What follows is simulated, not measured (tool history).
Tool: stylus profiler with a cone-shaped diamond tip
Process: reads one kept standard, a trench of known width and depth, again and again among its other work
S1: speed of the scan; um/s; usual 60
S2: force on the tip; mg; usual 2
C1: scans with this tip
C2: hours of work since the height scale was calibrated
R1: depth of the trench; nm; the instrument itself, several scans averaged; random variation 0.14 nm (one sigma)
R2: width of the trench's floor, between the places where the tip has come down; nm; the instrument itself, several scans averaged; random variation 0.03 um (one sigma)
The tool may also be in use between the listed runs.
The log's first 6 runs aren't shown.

run,hour,S1,S2,C1,C2,R1,R2
7,149.8,60,2,6981,517,507.1,17080
8,183.3,60,2,7194,532,506.93,17110
9,204.5,60,2,7329,542,507.06,17100
10,225,60,2,7460,552,507.37,17110
11,243.8,60,2,7579,561,507.25,17130
12,258.4,60,0.73,7672,568,503.58,16950
13,275.6,60,2,7781,576,506.92,17150
14,301.5,84,2,7947,588,506.98,17020
15,317.9,25,2,8051,596,507.23,17280
16,337.2,60,2,8174,605,507.1,17160
17,359.5,60,2,8315,615,506.99,17090
18,385.6,60,2,8482,628,507.09,17150
19,399.9,21,2.18,8573,635,507.27,17280
20,414.2,23,3.69,8664,641,510.38,17280
21,445.6,23,3.69,8864,656,510.83,17320
22,467.8,136,4.27,9005,666,511.82,17050
23,501,108,1.91,9216,682,506.84,16950
24,516.8,197,1.77,9317,690,506.56,16580
25,536,197,1.77,9439,699,506.38,16590
26,558.3,87,2.61,9581,709,508.59,17070

Forecast run 27:
27,572.6,66,5.57,9672,716,?,?

{"run 27": {"R1": 513.93, "R2": 17190}}
Without the tool's hidden state the same run would have given R1 513.94 nm, R2 17200 nm.
